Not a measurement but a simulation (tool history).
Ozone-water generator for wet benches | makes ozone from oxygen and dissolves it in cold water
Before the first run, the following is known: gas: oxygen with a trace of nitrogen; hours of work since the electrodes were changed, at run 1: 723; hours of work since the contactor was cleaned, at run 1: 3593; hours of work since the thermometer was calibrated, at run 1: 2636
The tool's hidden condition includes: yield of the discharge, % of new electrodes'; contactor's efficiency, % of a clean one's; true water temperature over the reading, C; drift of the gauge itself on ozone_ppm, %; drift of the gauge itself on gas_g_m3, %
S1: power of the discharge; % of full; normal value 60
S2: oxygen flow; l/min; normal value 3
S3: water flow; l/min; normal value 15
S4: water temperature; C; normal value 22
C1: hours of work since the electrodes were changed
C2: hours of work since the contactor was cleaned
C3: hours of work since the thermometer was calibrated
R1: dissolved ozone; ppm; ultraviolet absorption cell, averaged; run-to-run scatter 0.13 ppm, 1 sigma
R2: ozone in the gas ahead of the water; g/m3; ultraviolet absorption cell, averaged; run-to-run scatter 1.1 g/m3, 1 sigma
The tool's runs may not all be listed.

run	hour	S1	S2	S3	S4	C1	C2	C3	R1	R2
1	0	60	3	15	22	723	3593	2636	15	205.2
2	42.6	60	3	15	22	762	3631	2675	14.9	205.8
3	97.1	60	3	15	22	811	3680	2724	14.8	204
4	151.6	60	3	15	22	860	3729	2773	14.8	205.4
5	190.6	60	3	15	22	895	3764	2808	14.7	206.3
6	243.9	60	3	15	22	943	3812	2856	14.6	204.4
7	287.2	55	3	15	22	982	3851	2895	13.7	193.7
8	332.6	55	3	15	22	1023	3892	2936	14	190.8
9	366.4	55	3	15	22	1053	3923	2966	13.8	191.9
10	405.6	55	3	15	22	1088	3958	3001	14	192.1
11	435.6	55	3	15	22	1115	3985	3028	14	191.1
# hour 452.2: contactor cleaned
12	475.3	55	3	15	22	1148	21	3061	13.8	190.5
13	509.7	55	3	15	22	1179	52	3092	13.9	192.7
14	549.7	51	3	15	22	1215	88	3128	13.2	181.1
15	598.6	51	3	15	22	1259	132	3172	13.1	180.4
16	629.7	72	3	18	22	1287	160	3200	14.7	238.6
17	679.8	86	3.56	18	22	1332	205	3245	16.8	249.2
18	717.9	86	3.56	18	16	1366	239	3279	18.1	249.1
19	744.9	80	4.52	19	22	1390	263	3303	16	210
20	788.7	54	2.73	12	22	1430	303	3343	16.3	198.4
21	816.3	60	3	14	27	1455	328	3368	14.5	203.7
22	850.7	60	3	14	27	1485	359	3398	14.6	203.5
23	888.3	60	1.59	10	17	1519	393	3432	20.7	282.5
24	915.7	60	1.59	10	17	1544	417	3457	20.4	279.7
25	967.4	60	1.59	10	17	1591	464	3504	20.5	279.7
26	1004.9	60	1.59	10	17	1624	498	3537	20.5	280.7
27	1053.3	58	1.59	22	17	1668	541	3581	8.9	274.9
28	1097.7	60	1.73	11	22	1708	581	3621	18	267.6
29	1128.1	60	1.74	11	27	1735	608	3648	17.1	267.7
30	1180	47	1.74	11	27	1782	655	3695	14.1	224.2

Forecast each of these 3 alternatives for the next run:
A	1235.7	85	1.74	11	27	1832	705	3745	?	?
B	1235.7	60	3	15	16	1832	705	3745	?	?
C	1235.7	74	3	9	20	1832	705	3745	?	?

run	R1	R2
A	22.3	353
B	16.1	206.3
C	26.5	241.3
Without the tool's hidden state the same runs would have given:
run	R1	R2
A	22.4	353.3
B	16.1	206.5
C	26.5	241.5

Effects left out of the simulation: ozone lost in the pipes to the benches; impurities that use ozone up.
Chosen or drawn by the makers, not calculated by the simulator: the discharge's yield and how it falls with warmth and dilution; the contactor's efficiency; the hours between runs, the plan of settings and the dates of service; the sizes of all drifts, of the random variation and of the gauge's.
